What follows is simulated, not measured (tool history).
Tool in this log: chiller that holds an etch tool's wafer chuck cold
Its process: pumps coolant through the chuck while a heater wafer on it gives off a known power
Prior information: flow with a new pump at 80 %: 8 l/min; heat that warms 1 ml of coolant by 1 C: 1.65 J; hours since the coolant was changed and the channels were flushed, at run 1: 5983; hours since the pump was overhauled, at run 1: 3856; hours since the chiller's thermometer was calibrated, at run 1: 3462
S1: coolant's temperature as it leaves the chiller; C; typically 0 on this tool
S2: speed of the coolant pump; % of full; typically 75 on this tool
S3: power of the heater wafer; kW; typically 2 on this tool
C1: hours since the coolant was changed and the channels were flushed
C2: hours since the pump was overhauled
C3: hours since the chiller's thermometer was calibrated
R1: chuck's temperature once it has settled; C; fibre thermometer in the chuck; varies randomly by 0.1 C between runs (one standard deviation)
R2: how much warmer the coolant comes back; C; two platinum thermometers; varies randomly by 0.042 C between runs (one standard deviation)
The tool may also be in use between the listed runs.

{"run": 1, "day": 0.0, "S1": 0, "S2": 75, "S3": 2, "C1": 5983, "C2": 3856, "C3": 3462, "R1": 28.2, "R2": 10.03}
{"day": 4.179, "done": "coolant changed, channels flushed"}
{"run": 2, "day": 6.908, "S1": 0, "S2": 75, "S3": 2, "C1": 65, "C2": 4016, "C3": 3622, "R1": 23.9, "R2": 10.04}
{"run": 3, "day": 10.9, "S1": 0, "S2": 75, "S3": 2, "C1": 161, "C2": 4111, "C3": 3717, "R1": 24, "R2": 9.99}
{"run": 4, "day": 16.492, "S1": 0, "S2": 75, "S3": 2, "C1": 295, "C2": 4246, "C3": 3852, "R1": 24.3, "R2": 10.03}
{"run": 5, "day": 24.225, "S1": 0, "S2": 75, "S3": 2, "C1": 481, "C2": 4431, "C3": 4037, "R1": 24.3, "R2": 10.07}
{"day": 26.683, "done": "chiller's thermometer calibrated"}
{"run": 6, "day": 28.096, "S1": 3, "S2": 75, "S3": 2, "C1": 573, "C2": 4523, "C3": 34, "R1": 27.3, "R2": 9.98}
{"run": 7, "day": 36.925, "S1": 3, "S2": 75, "S3": 2, "C1": 785, "C2": 4735, "C3": 246, "R1": 27.1, "R2": 10.07}
{"run": 8, "day": 41.021, "S1": 0, "S2": 79, "S3": 2, "C1": 883, "C2": 4833, "C3": 344, "R1": 23.6, "R2": 9.53}
{"day": 45.404, "done": "chiller's thermometer calibrated, once more"}
{"run": 9, "day": 46.371, "S1": 0, "S2": 79, "S3": 2, "C1": 1011, "C2": 4961, "C3": 23, "R1": 24.2, "R2": 9.58}
{"run": 10, "day": 51.417, "S1": 9, "S2": 75, "S3": 2, "C1": 1132, "C2": 5082, "C3": 144, "R1": 33.8, "R2": 10.17}
{"run": 11, "day": 56.854, "S1": 0, "S2": 75, "S3": 2.721, "C1": 1262, "C2": 5212, "C3": 275, "R1": 33.9, "R2": 13.69}
{"run": 12, "day": 65.571, "S1": 5, "S2": 74, "S3": 2, "C1": 1471, "C2": 5422, "C3": 484, "R1": 30.3, "R2": 10.23}
{"run": 13, "day": 70.708, "S1": -9, "S2": 85, "S3": 2.045, "C1": 1595, "C2": 5545, "C3": 607, "R1": 14.7, "R2": 9.09}
{"run": 14, "day": 79.396, "S1": 0, "S2": 95, "S3": 2, "C1": 1803, "C2": 5753, "C3": 816, "R1": 22.1, "R2": 7.94}
{"run": 15, "day": 85.404, "S1": 0, "S2": 95, "S3": 2, "C1": 1947, "C2": 5898, "C3": 960, "R1": 22, "R2": 7.95}
{"run": 16, "day": 93.35, "S1": -8, "S2": 67, "S3": 1.922, "C1": 2138, "C2": 6088, "C3": 1151, "R1": 18.2, "R2": 11.02}
{"run": 17, "day": 100.138, "S1": 8, "S2": 87, "S3": 1.922, "C1": 2301, "C2": 6251, "C3": 1314, "R1": 30.5, "R2": 8.41}

Run 18 has not been measured yet. What should we expect?
{"run": 18, "day": 108.983, "S1": 8, "S2": 77, "S3": 1.825, "C1": 2513, "C2": 6463, "C3": 1526, "R1": "?", "R2": "?"}

R1: 30.9 C
R2: 9.08 C
The same run, on a tool lacking any hidden state, would have yielded R1 29 C, R2 8.62 C.

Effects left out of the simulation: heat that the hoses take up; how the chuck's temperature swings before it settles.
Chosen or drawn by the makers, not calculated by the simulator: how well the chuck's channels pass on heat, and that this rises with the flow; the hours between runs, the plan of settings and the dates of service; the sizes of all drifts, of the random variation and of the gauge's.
